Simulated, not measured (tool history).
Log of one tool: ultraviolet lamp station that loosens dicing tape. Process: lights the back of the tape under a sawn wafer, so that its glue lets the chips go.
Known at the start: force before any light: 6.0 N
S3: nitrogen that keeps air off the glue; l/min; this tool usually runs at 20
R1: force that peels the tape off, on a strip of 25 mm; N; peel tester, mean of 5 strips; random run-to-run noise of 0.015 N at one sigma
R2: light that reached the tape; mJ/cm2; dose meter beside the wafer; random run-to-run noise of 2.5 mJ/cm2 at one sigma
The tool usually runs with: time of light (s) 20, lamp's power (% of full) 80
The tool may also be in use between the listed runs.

run 1 day=0.000 | time_of_light_(s)=20 lamp's_power_(%_of_full)=80 S3=20 | R1=0.810 R2=272
run 2 day=2.329 | time_of_light_(s)=20 lamp's_power_(%_of_full)=80 S3=35 | R1=0.571 R2=267
run 3 day=4.304 | time_of_light_(s)=20 lamp's_power_(%_of_full)=80 S3=35 | R1=0.584 R2=265
run 4 day=7.312 | time_of_light_(s)=20 lamp's_power_(%_of_full)=80 S3=35 | R1=0.601 R2=261
run 5 day=10.067 | time_of_light_(s)=20 lamp's_power_(%_of_full)=80 S3=35 | R1=0.635 R2=257
run 6 day=12.883 | time_of_light_(s)=20 lamp's_power_(%_of_full)=80 S3=20 | R1=0.923 R2=250
run 7 day=15.658 | time_of_light_(s)=12 lamp's_power_(%_of_full)=80 S3=20 | R1=1.957 R2=145
run 8 day=18.488 | time_of_light_(s)=20 lamp's_power_(%_of_full)=80 S3=6 | R1=2.047 R2=239
run 9 day=21.004 | time_of_light_(s)=20 lamp's_power_(%_of_full)=80 S3=6 | R1=2.113 R2=235
run 10 day=23.304 | time_of_light_(s)=20 lamp's_power_(%_of_full)=80 S3=6 | R1=2.131 R2=234
run 11 day=25.525 | time_of_light_(s)=20 lamp's_power_(%_of_full)=80 S3=6 | R1=2.127 R2=229
run 12 day=27.033 | time_of_light_(s)=20 lamp's_power_(%_of_full)=67 S3=20 | R1=1.463 R2=192
run 13 day=28.908 | time_of_light_(s)=20 lamp's_power_(%_of_full)=67 S3=20 | R1=1.503 R2=189
run 14 day=30.892 | time_of_light_(s)=20 lamp's_power_(%_of_full)=67 S3=20 | R1=1.536 R2=187
run 15 day=32.333 | time_of_light_(s)=20 lamp's_power_(%_of_full)=67 S3=20 | R1=1.588 R2=180
run 16 day=35.075 | time_of_light_(s)=14 lamp's_power_(%_of_full)=72 S3=11 | R1=2.719 R2=138
run 17 day=38.171 | time_of_light_(s)=14 lamp's_power_(%_of_full)=72 S3=11 | R1=2.572 R2=133
-- day=38.996 window cleaned of glue's vapour
run 18 day=39.750 | time_of_light_(s)=14 lamp's_power_(%_of_full)=72 S3=11 | R1=2.973 R2=122
run 19 day=41.192 | time_of_light_(s)=14 lamp's_power_(%_of_full)=72 S3=11 | R1=2.962 R2=125
run 20 day=42.775 | time_of_light_(s)=22 lamp's_power_(%_of_full)=72 S3=21 | R1=1.399 R2=193
run 21 day=45.000 | time_of_light_(s)=22 lamp's_power_(%_of_full)=71 S3=6 | R1=2.577 R2=187
run 22 day=47.779 | time_of_light_(s)=22 lamp's_power_(%_of_full)=71 S3=6 | R1=2.631 R2=181
run 23 day=50.621 | time_of_light_(s)=11 lamp's_power_(%_of_full)=83 S3=14 | R1=3.043 R2=105
run 24 day=52.842 | time_of_light_(s)=20 lamp's_power_(%_of_full)=66 S3=23 | R1=1.860 R2=151
-- day=53.883 window cleaned of glue's vapour, once more
run 25 day=55.442 | time_of_light_(s)=20 lamp's_power_(%_of_full)=66 S3=23 | R1=1.511 R2=178
run 26 day=58.208 | time_of_light_(s)=27 lamp's_power_(%_of_full)=65 S3=20 | R1=1.153 R2=228
run 27 day=61.317 | time_of_light_(s)=32 lamp's_power_(%_of_full)=93 S3=20 | R1=0.415 R2=386
run 28 day=64.083 | time_of_light_(s)=23 lamp's_power_(%_of_full)=80 S3=7 | R1=1.956 R2=231
run 29 day=65.925 | time_of_light_(s)=12 lamp's_power_(%_of_full)=80 S3=7 | R1=3.329 R2=120

Each row is a separate what-if for the run after 29, all from the same tool condition, not one after another. Results?
run A day=67.958 | time_of_light_(s)=10 lamp's_power_(%_of_full)=73 S3=17 | R1=? R2=?
run B day=67.958 | time_of_light_(s)=31 lamp's_power_(%_of_full)=74 S3=15 | R1=? R2=?
run C day=67.958 | time_of_light_(s)=20 lamp's_power_(%_of_full)=80 S3=39 | R1=? R2=?
run D day=67.958 | time_of_light_(s)=12 lamp's_power_(%_of_full)=80 S3=31 | R1=? R2=?

run=A R1=3.170 R2=90
run=B R1=0.967 R2=281
run=C R1=0.979 R2=196
run=D R1=2.151 R2=116
Take away the tool's hidden state, keep each run's random variation, and the runs would have read:
run=A R1=2.308 R2=135
run=B R1=0.420 R2=425
run=C R1=0.427 R2=297
run=D R1=1.286 R2=177
